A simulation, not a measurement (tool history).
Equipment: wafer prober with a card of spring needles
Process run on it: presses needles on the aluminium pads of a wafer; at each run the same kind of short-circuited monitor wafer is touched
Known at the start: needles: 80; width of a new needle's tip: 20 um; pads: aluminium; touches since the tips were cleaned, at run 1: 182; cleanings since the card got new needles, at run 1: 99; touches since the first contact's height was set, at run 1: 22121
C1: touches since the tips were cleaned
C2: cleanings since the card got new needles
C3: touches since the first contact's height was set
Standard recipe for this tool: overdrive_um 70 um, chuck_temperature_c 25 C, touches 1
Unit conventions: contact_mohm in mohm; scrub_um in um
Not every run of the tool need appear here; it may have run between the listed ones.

run 1 hour=0 | overdrive_um=70 chuck_temperature_c=25 touches=1 | C1=182 C2=99 C3=22121 | contact_mohm=206 scrub_um=12.55
-- hour=8.3 tips cleaned on abrasive film
-- hour=18.5 tips cleaned on abrasive film
-- hour=29.2 tips cleaned on abrasive film
-- hour=39.5 tips cleaned on abrasive film
run 2 hour=41.6 | overdrive_um=70 chuck_temperature_c=25 touches=1 | C1=910 C2=103 C3=39752 | contact_mohm=217 scrub_um=12.5
-- hour=50.3 tips cleaned on abrasive film
-- hour=59.2 tips cleaned on abrasive film
run 3 hour=59.2 | overdrive_um=54 chuck_temperature_c=25 touches=1 | C1=0 C2=105 C3=47188 | contact_mohm=206 scrub_um=9.58
-- hour=69.6 tips cleaned on abrasive film
-- hour=80.3 tips cleaned on abrasive film
-- hour=89.7 tips cleaned on abrasive film
run 4 hour=89.7 | overdrive_um=70 chuck_temperature_c=89 touches=1 | C1=0 C2=108 C3=60091 | contact_mohm=224 scrub_um=12.44
-- hour=98.3 tips cleaned on abrasive film
-- hour=108.9 tips cleaned on abrasive film
run 5 hour=116.3 | overdrive_um=70 chuck_temperature_c=89 touches=1 | C1=3151 C2=110 C3=71383 | contact_mohm=261 scrub_um=12.42
-- hour=118 tips cleaned on abrasive film
-- hour=128.8 tips cleaned on abrasive film
-- hour=139.3 tips cleaned on abrasive film
-- hour=150.1 tips cleaned on abrasive film
run 6 hour=156 | overdrive_um=70 chuck_temperature_c=25 touches=1 | C1=2545 C2=114 C3=88231 | contact_mohm=239 scrub_um=12.31
-- hour=160.3 tips cleaned on abrasive film
-- hour=168.9 tips cleaned on abrasive film
-- hour=179.7 tips cleaned on abrasive film
-- hour=189.9 tips cleaned on abrasive film
run 7 hour=192.6 | overdrive_um=70 chuck_temperature_c=25 touches=1 | C1=1150 C2=118 C3=103702 | contact_mohm=223 scrub_um=12.28
-- hour=198.6 tips cleaned on abrasive film
-- hour=207.2 tips cleaned on abrasive film
-- hour=218 tips cleaned on abrasive film
-- hour=226.7 tips cleaned on abrasive film
run 8 hour=232.2 | overdrive_um=70 chuck_temperature_c=25 touches=1 | C1=2371 C2=122 C3=120477 | contact_mohm=247 scrub_um=12.23
-- hour=236.5 tips cleaned on abrasive film
-- hour=247.2 tips cleaned on abrasive film
-- hour=255.8 tips cleaned on abrasive film
-- hour=264.5 height of the first contact set anew
-- hour=266.7 tips cleaned on abrasive film
run 9 hour=269.2 | overdrive_um=70 chuck_temperature_c=97 touches=1 | C1=1066 C2=126 C3=1980 | contact_mohm=235 scrub_um=12.6
-- hour=277.1 tips cleaned on abrasive film
-- hour=287.8 tips cleaned on abrasive film
-- hour=298.6 tips cleaned on abrasive film
-- hour=308.1 tips cleaned on abrasive film
run 10 hour=308.1 | overdrive_um=70 chuck_temperature_c=25 touches=1 | C1=0 C2=130 C3=18432 | contact_mohm=204 scrub_um=12.58
-- hour=318.2 tips cleaned on abrasive film
-- hour=327.1 tips cleaned on abrasive film
run 11 hour=327.1 | overdrive_um=70 chuck_temperature_c=25 touches=1 | C1=0 C2=132 C3=26508 | contact_mohm=209 scrub_um=12.53
-- hour=337.6 tips cleaned on abrasive film
-- hour=347.9 tips cleaned on abrasive film
run 12 hour=353 | overdrive_um=70 chuck_temperature_c=25 touches=1 | C1=2177 C2=134 C3=37487 | contact_mohm=237 scrub_um=12.48
-- hour=357.4 tips cleaned on abrasive film
-- hour=367.7 tips cleaned on abrasive film
-- hour=376.3 tips cleaned on abrasive film
-- hour=386.6 tips cleaned on abrasive film
run 13 hour=390.8 | overdrive_um=70 chuck_temperature_c=90 touches=1 | C1=1822 C2=138 C3=53496 | contact_mohm=246 scrub_um=12.46
-- hour=397.4 tips cleaned on abrasive film
-- hour=408 tips cleaned on abrasive film
-- hour=418.8 tips cleaned on abrasive film
run 14 hour=419.9 | overdrive_um=70 chuck_temperature_c=90 touches=1 | C1=461 C2=141 C3=65803 | contact_mohm=229 scrub_um=12.4
-- hour=428.2 tips cleaned on abrasive film
-- hour=438.2 tips cleaned on abrasive film
-- hour=448.9 tips cleaned on abrasive film
run 15 hour=449.7 | overdrive_um=63 chuck_temperature_c=53 touches=1 | C1=346 C2=144 C3=78440 | contact_mohm=224 scrub_um=11.12
-- hour=458.3 tips cleaned on abrasive film
-- hour=468.8 tips cleaned on abrasive film
-- hour=478.9 tips cleaned on abrasive film
run 16 hour=484.8 | overdrive_um=74 chuck_temperature_c=33 touches=2 | C1=2540 C2=147 C3=93322 | contact_mohm=226 scrub_um=13.03
-- hour=489.2 tips cleaned on abrasive film
-- hour=500 tips cleaned on abrasive film
-- hour=509.2 tips cleaned on abrasive film
run 17 hour=509.2 | overdrive_um=70 chuck_temperature_c=76 touches=1 | C1=0 C2=150 C3=103627 | contact_mohm=217 scrub_um=12.29
-- hour=520 tips cleaned on abrasive film
-- hour=530.8 tips cleaned on abrasive film
-- hour=541.2 tips cleaned on abrasive film
run 18 hour=541.3 | overdrive_um=70 chuck_temperature_c=76 touches=1 | C1=20 C2=153 C3=117206 | contact_mohm=216 scrub_um=12.24
-- hour=551.8 tips cleaned on abrasive film
-- hour=562.3 tips cleaned on abrasive film
run 19 hour=567.6 | overdrive_um=82 chuck_temperature_c=97 touches=2 | C1=2258 C2=155 C3=128374 | contact_mohm=230 scrub_um=14.41
-- hour=571.7 tips cleaned on abrasive film
-- hour=582 tips cleaned on abrasive film
-- hour=582.3 height of the first contact set anew
-- hour=592.8 tips cleaned on abrasive film
-- hour=603.2 tips cleaned on abrasive film
run 20 hour=608.9 | overdrive_um=82 chuck_temperature_c=61 touches=2 | C1=2420 C2=159 C3=11276 | contact_mohm=227 scrub_um=14.78
-- hour=613.2 tips cleaned on abrasive film
-- hour=623.7 tips cleaned on abrasive film
run 21 hour=631.7 | overdrive_um=82 chuck_temperature_c=61 touches=2 | C1=3452 C2=161 C3=20973 | contact_mohm=228 scrub_um=14.77
-- hour=634 tips cleaned on abrasive film
-- hour=642.6 tips cleaned on abrasive film
-- hour=653.1 tips cleaned on abrasive film
-- hour=663.5 tips cleaned on abrasive film
run 22 hour=668.9 | overdrive_um=82 chuck_temperature_c=61 touches=2 | C1=2330 C2=165 C3=36700 | contact_mohm=227 scrub_um=14.74
-- hour=673 tips cleaned on abrasive film
-- hour=683.4 tips cleaned on abrasive film
-- hour=694.1 tips cleaned on abrasive film
-- hour=704.5 tips cleaned on abrasive film
run 23 hour=707.8 | overdrive_um=82 chuck_temperature_c=71 touches=2 | C1=1392 C2=169 C3=53165 | contact_mohm=220 scrub_um=14.63
-- hour=714.3 tips cleaned on abrasive film
-- hour=724.6 tips cleaned on abrasive film
-- hour=735.2 tips cleaned on abrasive film
run 24 hour=736.4 | overdrive_um=72 chuck_temperature_c=26 touches=2 | C1=486 C2=172 C3=65253 | contact_mohm=210 scrub_um=12.82
-- hour=745 tips cleaned on abrasive film
-- hour=755.6 tips cleaned on abrasive film
run 25 hour=763.7 | overdrive_um=72 chuck_temperature_c=26 touches=2 | C1=3475 C2=174 C3=76865 | contact_mohm=234 scrub_um=12.76
-- hour=765.7 tips cleaned on abrasive film
-- hour=776.2 tips cleaned on abrasive film
-- hour=786.7 tips cleaned on abrasive film
-- hour=797.3 tips cleaned on abrasive film
run 26 hour=802.5 | overdrive_um=58 chuck_temperature_c=77 touches=1 | C1=2214 C2=178 C3=93273 | contact_mohm=273 scrub_um=10.17
-- hour=806.4 tips cleaned on abrasive film
-- hour=815.1 tips cleaned on abrasive film
run 27 hour=819.5 | overdrive_um=58 chuck_temperature_c=77 touches=1 | C1=1911 C2=180 C3=100492 | contact_mohm=275 scrub_um=10.11
-- hour=823.9 tips cleaned on abrasive film
-- hour=834.4 tips cleaned on abrasive film
-- hour=844.7 tips cleaned on abrasive film
-- hour=853.4 tips cleaned on abrasive film
run 28 hour=856.4 | overdrive_um=58 chuck_temperature_c=77 touches=1 | C1=1268 C2=184 C3=116076 | contact_mohm=261 scrub_um=10.11

Hidden state or all else? Some run-to-run changes of contact_mohm, split into what the settings, what came in and random variation would give without the hidden state, and what is left for the hidden state (with any gauge scatter that isn't in both results):
Unlogged tool condition in this case: debris on the tips, nm; way that the needles fall short of the set height, um; tips' diameter, um; drift of the gauge itself on contact_mohm, %; drift of the gauge itself on scrub_um, %.
Run 4 -> 5: tips cleaned on abrasive film, tips cleaned on abrasive film. contact_mohm +37 mohm: hidden state +41, all else -4.
Run 11 -> 12: tips cleaned on abrasive film, tips cleaned on abrasive film. contact_mohm +28 mohm: hidden state +30, all else -2.
Run 25 -> 26: overdrive_um 72 -> 58, chuck_temperature_c 26 -> 77, touches 2 -> 1, tips cleaned on abrasive film, tips cleaned on abrasive film, tips cleaned on abrasive film, tips cleaned on abrasive film. contact_mohm +39 mohm: hidden state +24, all else +15.

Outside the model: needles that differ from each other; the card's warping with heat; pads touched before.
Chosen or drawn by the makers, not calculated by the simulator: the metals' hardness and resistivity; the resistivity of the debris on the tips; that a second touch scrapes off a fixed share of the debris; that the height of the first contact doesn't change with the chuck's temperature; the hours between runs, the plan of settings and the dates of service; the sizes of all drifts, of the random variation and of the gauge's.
